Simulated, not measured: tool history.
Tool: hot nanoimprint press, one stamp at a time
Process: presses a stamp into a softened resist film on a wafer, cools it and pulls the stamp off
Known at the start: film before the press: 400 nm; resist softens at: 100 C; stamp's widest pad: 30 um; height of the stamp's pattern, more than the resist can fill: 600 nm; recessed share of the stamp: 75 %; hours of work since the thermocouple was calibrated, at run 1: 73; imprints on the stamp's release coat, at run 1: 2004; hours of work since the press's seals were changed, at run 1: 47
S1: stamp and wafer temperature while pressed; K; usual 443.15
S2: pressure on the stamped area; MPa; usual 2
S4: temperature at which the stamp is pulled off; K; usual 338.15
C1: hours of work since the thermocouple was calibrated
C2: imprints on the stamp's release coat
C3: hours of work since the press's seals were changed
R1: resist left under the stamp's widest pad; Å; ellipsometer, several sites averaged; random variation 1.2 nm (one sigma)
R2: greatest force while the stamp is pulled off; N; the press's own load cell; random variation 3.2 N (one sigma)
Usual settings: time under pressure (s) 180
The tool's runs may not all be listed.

Run 1, hour 0: usual settings; C1 73; C2 2004; C3 47. Result: R1 1710 Å, R2 266 N.
Run 2, hour 13.9: usual settings; C1 79; C2 2032; C3 54. Result: R1 1695 Å, R2 273 N.
Run 3, hour 32.2: usual settings but S4 342.15 K; C1 88; C2 2068; C3 62. Result: R1 1701 Å, R2 259 N.
Run 4, hour 48.3: usual settings but S4 342.15 K; C1 96; C2 2100; C3 70. Result: R1 1678 Å, R2 260 N.
Run 5, hour 66.8: usual settings; C1 104; C2 2137; C3 79. Result: R1 1665 Å, R2 273 N.
Run 6, hour 96.3: usual settings; C1 118; C2 2196; C3 93. Result: R1 1685 Å, R2 276 N.
Run 7, hour 110: usual settings but S4 327.15 K; C1 125; C2 2223; C3 99. Result: R1 1671 Å, R2 310 N.
Run 8, hour 127.3: usual settings but S4 327.15 K; C1 133; C2 2257; C3 107. Result: R1 1689 Å, R2 309 N.
Run 9, hour 160.7: usual settings but S4 327.15 K; C1 149; C2 2324; C3 123. Result: R1 1669 Å, R2 325 N.
Run 10, hour 176.6: usual settings but S4 346.15 K; C1 156; C2 2356; C3 131. Result: R1 1671 Å, R2 262 N.
At hour 198.4: stamp cleaned and given a new release coat.
Run 11, hour 207: usual settings but S4 346.15 K; C1 168; C2 17; C3 142. Result: R1 1666 Å, R2 144 N.
Run 12, hour 239.8: usual settings but S4 346.15 K; C1 183; C2 82; C3 158. Result: R1 1667 Å, R2 148 N.

Run 13 comes next. What will it give?
Run 13, hour 258.9: usual settings but S4 346.15 K; C1 193; C2 120; C3 167. Result: R1 ?, R2 ?.

Run 13 gave R1 1670 Å, R2 144 N.
Without the tool's hidden state the same run would have given R1 1732 Å, R2 140 N.
